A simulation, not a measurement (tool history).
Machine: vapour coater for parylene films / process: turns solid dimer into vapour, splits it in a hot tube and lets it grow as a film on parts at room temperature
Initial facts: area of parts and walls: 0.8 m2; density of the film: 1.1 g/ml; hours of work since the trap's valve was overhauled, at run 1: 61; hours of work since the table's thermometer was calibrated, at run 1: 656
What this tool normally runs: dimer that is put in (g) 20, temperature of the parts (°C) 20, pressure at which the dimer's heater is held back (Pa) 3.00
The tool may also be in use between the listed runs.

run,hour,dimer that is put in (g),temperature of the parts (°C),pressure at which the dimer's heater is held back (Pa),hours of work since the trap's valve was overhauled,hours of work since the table's thermometer was calibrated,thickness of the film (nm)
1,0.0,20,20,3.00,61,656,15640
2,20.3,20,20,7.81,76,671,12400
3,60.6,20,26,3.00,106,701,13870
4,100.5,20,20,2.51,136,730,15610
5,127.9,20,20,3.00,156,751,14780
6,166.6,10,20,3.00,185,779,7320
7,199.8,20,20,3.00,210,804,14660
8,221.4,20,20,3.00,226,820,14320
# hour 229.9: trap's valve overhauled
9,262.6,20,20,3.00,24,848,15930
10,288.9,20,20,3.00,44,867,15560
11,324.0,23,20,6.85,70,893,14680

Below, some changes in thickness of the film (nm) between adjacent runs. For each, the amount present without the hidden state too (settings, incoming material, random variation) and the amount remaining for the hidden state with gauge scatter not shared by both compared results:
Hidden state present: vapour lost through the trap's worn valve, %; true temperature of the parts over the reading, C; drift of the gauge itself on film_um, %.
Run 5 -> 6: dimer that is put in (g) 20 -> 10. thickness of the film (nm) -7460: hidden state +460, all else -7920.
Run 8 -> 9: trap's valve overhauled. thickness of the film (nm) +1610: hidden state +1450, all else +160.

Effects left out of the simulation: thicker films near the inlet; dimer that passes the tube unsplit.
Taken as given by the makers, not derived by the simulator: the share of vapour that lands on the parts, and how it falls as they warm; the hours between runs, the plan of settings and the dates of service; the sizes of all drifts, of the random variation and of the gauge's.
